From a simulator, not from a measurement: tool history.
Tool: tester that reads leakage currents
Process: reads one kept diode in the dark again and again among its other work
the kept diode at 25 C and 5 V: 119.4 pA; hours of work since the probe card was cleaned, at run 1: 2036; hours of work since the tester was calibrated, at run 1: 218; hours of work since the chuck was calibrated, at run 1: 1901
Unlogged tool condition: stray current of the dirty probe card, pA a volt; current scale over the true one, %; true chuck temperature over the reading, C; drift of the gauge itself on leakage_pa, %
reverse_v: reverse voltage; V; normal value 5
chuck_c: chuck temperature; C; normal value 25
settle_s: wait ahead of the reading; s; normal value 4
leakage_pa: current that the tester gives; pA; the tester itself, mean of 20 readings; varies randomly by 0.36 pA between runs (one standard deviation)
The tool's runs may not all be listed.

run	day	reverse_v	chuck_c	settle_s	hours of work since the probe card was cleaned	hours of work since the tester was calibrated	hours of work since the chuck was calibrated	leakage_pa
1	0	5	25	4	2036	218	1901	119.64
# day 2.888: chuck's temperature calibrated
2	2.996	5	25	4	2082	263	2	120.42
3	8.05	5	25	4	2161	343	81	120.67
4	10.454	5	25	4	2199	380	119	119.89
5	13.779	5	25	4	2251	433	171	119.53
6	18.192	5	25	4	2320	502	240	119.48
7	21.662	3.1	25	4	2375	556	295	101.63
8	23.979	5	25	4	2411	593	331	119.66
9	26.425	5	25	0.56	2450	631	370	122.69
10	31.229	5	25	0.56	2525	707	445	123.01
11	34.642	5	25	0.32	2579	760	499	124.48
12	39.308	12.59	25	4	2652	834	572	165.56
13	41.683	4.28	25	4	2689	871	609	113.46
14	45.496	4.28	25	4	2749	931	669	112.7
15	48.429	4.28	25	5.02	2795	977	715	113.42
16	54.054	4.28	25	5.02	2883	1065	803	113.56
17	58.621	5	25	4	2955	1137	875	119.8
18	63.638	5	25	4	3034	1216	954	119.78
19	67.554	1.76	25	4	3095	1277	1015	84.11
20	73.188	5	32	4	3184	1365	1104	201.18
21	76.15	2.48	25	4	3230	1412	1150	94.51
22	80.7	2.48	25	4	3302	1483	1222	94.51
23	83.975	4.55	25	4	3353	1535	1273	115.74
24	89.075	2.12	45	7.03	3433	1615	1353	373.45
25	94.221	2.12	33	0.48	3514	1696	1434	162.8
26	98.771	2.97	33	2.42	3586	1767	1505	182.48
27	101.342	2.97	33	2.42	3626	1807	1546	181.38
28	105.679	2.97	33	2.42	3694	1876	1614	181.67
29	110.838	2.97	33	2.42	3775	1957	1695	181.59
30	115.171	9.84	58	2.42	3843	2025	1763	1466
31	120.596	2.48	25	1.86	3928	2110	1848	94.39
# day 121.525: probe card cleaned and baked
32	124.638	11.34	40	1.24	49	2171	1910	475.8
# day 127.121: chuck's temperature calibrated
33	129.154	4.76	29	1.24	118	2241	32	159.95
34	134.021	9.8	37	3.5	195	2317	108	364.13
35	139.142	5	37	4	275	2398	189	289.02
36	143.808	11.29	25	0.34	349	2471	262	170.41
37	148.021	1.62	25	2.06	415	2537	328	81.25
38	153.458	9.04	29	4	500	2623	414	200.28
39	159.204	9.04	29	4	590	2713	504	199.33

For each entry between runs, how does the tool's hidden state at the last listed run before it compare with that at the first listed run after it?
Runs 1 to 2: chuck's temperature calibrated (day 2.888)
  both runs share identical hidden conditions
  what was measured, less what the result would be without the hidden state, leakage_pa: +0.06 -> +0.02 pA
Runs 31 to 32: probe card cleaned and baked (day 121.525)
  stray current of the dirty probe card, pA a volt: 0.028 -> 0.02
  what was measured, less what the result would be without the hidden state, leakage_pa: +0.07 -> +0.21 pA
Runs 32 to 33: chuck's temperature calibrated (day 127.121)
  true chuck temperature over the reading, C: 0.01 -> 0
  what was measured, less what the result would be without the hidden state, leakage_pa: +0.21 -> +0 pA

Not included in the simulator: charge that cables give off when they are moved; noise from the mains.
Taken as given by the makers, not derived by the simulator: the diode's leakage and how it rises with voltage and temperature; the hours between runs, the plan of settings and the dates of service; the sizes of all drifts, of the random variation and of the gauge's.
